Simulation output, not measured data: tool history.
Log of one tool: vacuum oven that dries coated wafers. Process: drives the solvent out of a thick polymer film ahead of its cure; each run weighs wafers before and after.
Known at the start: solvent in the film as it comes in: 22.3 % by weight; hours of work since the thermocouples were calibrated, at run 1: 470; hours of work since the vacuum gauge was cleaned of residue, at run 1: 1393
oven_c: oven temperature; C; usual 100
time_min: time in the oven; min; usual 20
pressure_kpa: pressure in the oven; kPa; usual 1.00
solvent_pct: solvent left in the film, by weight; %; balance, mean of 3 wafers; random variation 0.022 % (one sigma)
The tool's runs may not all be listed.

run	hour	oven_c	time_min	pressure_kpa	hours of work since the thermocouples were calibrated	hours of work since the vacuum gauge was cleaned of residue	solvent_pct
1	0.0	100	20	1.00	470	1393	1.41
2	48.3	100	20	1.00	491	1414	1.38
3	120.1	100	20	3.65	523	1446	3.21
4	181.8	100	20	2.29	550	1473	2.27
5	232.6	100	20	2.29	572	1495	2.27
6	295.7	92	20	1.00	600	1523	3.03
7	367.2	100	20	1.00	631	1554	1.41
8	442.0	100	20	1.00	664	1587	1.36
9	488.9	100	20	1.00	684	1607	1.40
10	559.6	100	20	1.00	716	1638	1.38
11	639.9	100	20	1.00	751	1674	1.32
# hour 647.6: oven's thermocouples calibrated
12	680.5	100	20	1.00	14	1691	1.32
13	731.8	100	20	1.00	37	1713	1.34
14	781.3	100	20	1.00	59	1735	1.39
15	837.3	86	26	0.68	83	1760	3.22
# hour 890.2: oven's thermocouples calibrated, once more
16	916.0	115	17	2.24	11	1793	1.10
17	953.8	99	12	1.62	28	1810	3.82
18	993.6	100	25	1.60	45	1827	1.62
19	1040.9	98	33	1.17	66	1848	1.25
20	1092.8	100	20	3.59	89	1871	3.24
21	1148.9	108	21	0.56	114	1895	0.54
22	1228.6	108	21	0.56	149	1930	0.48
23	1299.0	108	21	0.56	180	1961	0.56
24	1357.4	113	13	0.62	205	1987	0.61
25	1409.2	91	11	1.01	228	2010	6.70
26	1475.2	105	21	3.19	257	2039	2.22
27	1544.3	105	21	3.19	287	2069	2.21
28	1619.9	86	16	1.91	320	2102	7.21

5 ways to go on from here, each from the tool as it stands after run 28. What would each give?
A	1658.8	97	16	1.61	338	2119	?
B	1658.8	95	19	1.00	338	2119	?
C	1658.8	106	13	2.14	338	2119	?
D	1658.8	104	28	0.61	338	2119	?
E	1658.8	86	20	1.16	338	2119	?

run	solvent_pct
A	3.02
B	2.43
C	2.09
D	0.65
E	5.18
Without the tool's hidden state the same runs would have given:
run	solvent_pct
A	2.93
B	2.29
C	2.00
D	0.43
E	5.08
